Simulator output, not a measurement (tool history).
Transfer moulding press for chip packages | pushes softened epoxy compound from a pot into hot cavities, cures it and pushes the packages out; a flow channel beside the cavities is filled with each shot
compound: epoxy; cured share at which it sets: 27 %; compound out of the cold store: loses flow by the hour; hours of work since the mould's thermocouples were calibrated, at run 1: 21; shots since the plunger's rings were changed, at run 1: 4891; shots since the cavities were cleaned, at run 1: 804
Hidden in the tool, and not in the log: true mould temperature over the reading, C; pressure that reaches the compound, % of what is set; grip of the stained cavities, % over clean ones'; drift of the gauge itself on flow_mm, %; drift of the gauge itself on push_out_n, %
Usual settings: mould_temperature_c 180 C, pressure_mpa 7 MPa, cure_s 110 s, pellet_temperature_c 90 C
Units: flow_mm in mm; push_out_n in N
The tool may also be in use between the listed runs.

run	day	mould_temperature_c	pressure_mpa	cure_s	pellet_temperature_c	hours of work since the mould's thermocouples were calibrated	shots since the plunger's rings were changed	shots since the cavities were cleaned	incoming compound's hours out of the cold store	flow_mm	push_out_n
1	0	180	7	110	90	21	4891	804	15.7	727	1013
# day 0.812: cavities cleaned with cleaning compound and waxed
2	1.196	180	7	110	90	37	5136	82	34.6	671	592
3	2.308	180	7	110	90	53	5379	325	20.7	714	812
4	3.596	180	7	110	90	71	5659	605	21.2	696	885
5	5.117	180	7	110	90	92	5989	935	11.9	716	1062
# day 5.317: cavities cleaned with cleaning compound and waxed
6	6.296	180	7	110	90	108	6231	212	31.1	659	743
7	7.046	180	7	110	92	119	6394	375	17.7	703	839
8	8.096	180	7	110	90	134	6623	604	36.6	651	904
# day 8.892: plunger's sealing rings changed
9	9.7	177	7	110	90	155	175	929	36.6	713	1181
# day 10.017: cavities cleaned with cleaning compound and waxed
10	11.171	180	7	110	90	175	481	250	37.2	697	714
# day 11.325: mould's thermocouples calibrated
11	12.5	180	7	116	90	17	752	521	14.4	762	836
12	13.362	180	7	110	90	29	939	708	35.6	707	950
# day 14.612: cavities cleaned with cleaning compound and waxed
13	15.029	177	7	110	90	51	1288	90	37.6	700	799
14	15.9	177	7	110	90	64	1477	279	8.7	770	984
15	16.596	177	7.44	110	86	74	1628	430	36.5	723	1021
16	18.067	177	7.44	110	86	94	1948	750	45.7	699	1203
# day 19.133: cavities cleaned with cleaning compound and waxed
17	19.529	173	7	110	90	114	2252	86	10.4	773	1086
18	20.217	184	7	139	90	124	2402	236	32.8	690	511
# day 20.721: mould's thermocouples calibrated, once more
19	21.062	184	7	139	90	5	2567	401	40.5	677	557
20	22.433	184	7	139	90	24	2865	699	26	701	638
21	23.542	184	7	139	90	40	3106	940	28.7	673	696
# day 23.729: cavities cleaned with cleaning compound and waxed
22	24.304	183	7	139	81	50	3258	125	16.6	718	452
23	25.85	180	8.77	110	90	72	3594	461	30.3	771	843
24	27.062	180	8.77	110	90	89	3857	724	29.8	768	933
# day 28.292: cavities cleaned with cleaning compound and waxed
25	28.658	180	6.52	145	98	110	4190	79	39.4	631	431
26	29.654	180	6.52	145	98	124	4406	295	29.5	662	560
27	30.758	180	6.52	145	98	140	4646	535	22	682	635

Forecast each of these 3 alternatives for the next run:
A	31.442	182	7	114	90	150	4795	684	39.7	?	?
B	31.442	180	5.91	111	98	150	4795	684	43.2	?	?
C	31.442	180	8.02	145	98	150	4795	684	12.9	?	?

run	flow_mm	push_out_n
A	654	809
B	591	919
C	787	668
Without the tool's hidden state the same runs would have given:
run	flow_mm	push_out_n
A	691	466
B	625	531
C	832	384
